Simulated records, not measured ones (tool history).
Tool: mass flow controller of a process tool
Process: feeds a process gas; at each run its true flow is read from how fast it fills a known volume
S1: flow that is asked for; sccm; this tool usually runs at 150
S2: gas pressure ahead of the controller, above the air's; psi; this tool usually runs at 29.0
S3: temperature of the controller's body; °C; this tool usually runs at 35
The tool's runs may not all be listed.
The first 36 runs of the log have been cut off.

run 37 hour=2128.1 | S1=169 S2=24.9 S3=29 | true_flow_(%)=96.45
run 38 hour=2197.3 | S1=169 S2=24.9 S3=29 | true_flow_(%)=96.25
run 39 hour=2256.3 | S1=198 S2=29.0 S3=35 | true_flow_(%)=96.04
run 40 hour=2339.9 | S1=198 S2=29.0 S3=35 | true_flow_(%)=95.87
run 41 hour=2377.2 | S1=278 S2=21.9 S3=21 | true_flow_(%)=97.39
run 42 hour=2433.1 | S1=183 S2=37.3 S3=23 | true_flow_(%)=97.22
run 43 hour=2480.8 | S1=54 S2=22.6 S3=22 | true_flow_(%)=95.76
run 44 hour=2556.9 | S1=54 S2=22.6 S3=22 | true_flow_(%)=95.69
run 45 hour=2598.7 | S1=219 S2=28.3 S3=35 | true_flow_(%)=95.55
run 46 hour=2676.2 | S1=364 S2=29.0 S3=28 | true_flow_(%)=97.14
-- hour=2715.8 gauge calibrated
run 47 hour=2726.9 | S1=337 S2=27.7 S3=28 | true_flow_(%)=98.52

Here are 4 independent what-if runs from the current tool condition. What would each one return?
run A hour=2775.6 | S1=104 S2=28.4 S3=35 | true_flow_(%)=?
run B hour=2775.6 | S1=337 S2=24.5 S3=29 | true_flow_(%)=?
run C hour=2775.6 | S1=337 S2=27.7 S3=35 | true_flow_(%)=?
run D hour=2775.6 | S1=58 S2=29.0 S3=35 | true_flow_(%)=?

run=A true_flow_(%)=96.35
run=B true_flow_(%)=98.20
run=C true_flow_(%)=97.83
run=D true_flow_(%)=96.25
Without the tool's unlogged condition, the same runs would have read:
run=A true_flow_(%)=96.43
run=B true_flow_(%)=98.28
run=C true_flow_(%)=97.91
run=D true_flow_(%)=96.35

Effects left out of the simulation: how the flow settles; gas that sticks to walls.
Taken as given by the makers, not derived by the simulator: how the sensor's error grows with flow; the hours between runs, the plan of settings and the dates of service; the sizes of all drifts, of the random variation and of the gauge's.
